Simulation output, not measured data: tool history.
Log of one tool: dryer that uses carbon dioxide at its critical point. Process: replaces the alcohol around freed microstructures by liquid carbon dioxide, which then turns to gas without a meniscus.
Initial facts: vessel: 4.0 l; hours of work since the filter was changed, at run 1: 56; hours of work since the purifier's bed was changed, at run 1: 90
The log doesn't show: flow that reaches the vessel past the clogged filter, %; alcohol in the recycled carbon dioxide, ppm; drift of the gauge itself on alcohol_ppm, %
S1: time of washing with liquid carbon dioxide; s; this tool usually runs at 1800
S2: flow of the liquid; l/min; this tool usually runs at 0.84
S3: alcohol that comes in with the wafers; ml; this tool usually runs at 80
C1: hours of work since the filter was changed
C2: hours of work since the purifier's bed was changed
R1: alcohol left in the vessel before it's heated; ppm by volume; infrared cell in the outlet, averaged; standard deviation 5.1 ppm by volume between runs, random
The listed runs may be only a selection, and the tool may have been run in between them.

{"run": 1, "hour": 0.0, "S1": 1800, "S2": 0.84, "S3": 80, "C1": 56, "C2": 90, "R1": 97}
{"run": 2, "hour": 7.1, "S1": 1800, "S2": 0.84, "S3": 80, "C1": 62, "C2": 96, "R1": 97}
{"run": 3, "hour": 16.7, "S1": 1800, "S2": 0.84, "S3": 93, "C1": 69, "C2": 103, "R1": 116}
{"run": 4, "hour": 24.7, "S1": 1800, "S2": 0.84, "S3": 93, "C1": 76, "C2": 110, "R1": 114}
{"run": 5, "hour": 31.0, "S1": 1800, "S2": 0.84, "S3": 93, "C1": 81, "C2": 115, "R1": 114}
{"run": 6, "hour": 36.5, "S1": 1620, "S2": 0.84, "S3": 80, "C1": 85, "C2": 119, "R1": 172}
{"run": 7, "hour": 45.6, "S1": 1620, "S2": 0.84, "S3": 80, "C1": 92, "C2": 126, "R1": 163}
{"run": 8, "hour": 54.8, "S1": 1620, "S2": 0.84, "S3": 80, "C1": 99, "C2": 133, "R1": 171}
{"run": 9, "hour": 60.3, "S1": 1200, "S2": 0.854, "S3": 120, "C1": 103, "C2": 138, "R1": 810}
{"run": 10, "hour": 67.1, "S1": 1200, "S2": 0.854, "S3": 120, "C1": 109, "C2": 143, "R1": 826}
{"run": 11, "hour": 75.6, "S1": 1500, "S2": 0.554, "S3": 103, "C1": 115, "C2": 150, "R1": 1400}
{"run": 12, "hour": 82.5, "S1": 2040, "S2": 0.554, "S3": 103, "C1": 121, "C2": 155, "R1": 509}
{"run": 13, "hour": 86.4, "S1": 2040, "S2": 0.554, "S3": 103, "C1": 124, "C2": 158, "R1": 529}

Forecast each of these 5 alternatives for the next run:
{"run": "A", "hour": 95.5, "S1": 2040, "S2": 0.84, "S3": 101, "C1": 131, "C2": 165, "R1": "?"}
{"run": "B", "hour": 95.5, "S1": 2520, "S2": 1.372, "S3": 80, "C1": 131, "C2": 165, "R1": "?"}
{"run": "C", "hour": 95.5, "S1": 2040, "S2": 0.918, "S3": 103, "C1": 131, "C2": 165, "R1": "?"}
{"run": "D", "hour": 95.5, "S1": 1800, "S2": 0.631, "S3": 39, "C1": 131, "C2": 165, "R1": "?"}
{"run": "E", "hour": 95.5, "S1": 2280, "S2": 1.242, "S3": 80, "C1": 131, "C2": 165, "R1": "?"}

run=A R1=77
run=B R1=25
run=C R1=54
run=D R1=200
run=E R1=12
With the hidden condition removed and each run's random variation left untouched, the same runs would have given:
run=A R1=50
run=B R1=15
run=C R1=34
run=D R1=155
run=E R1=2
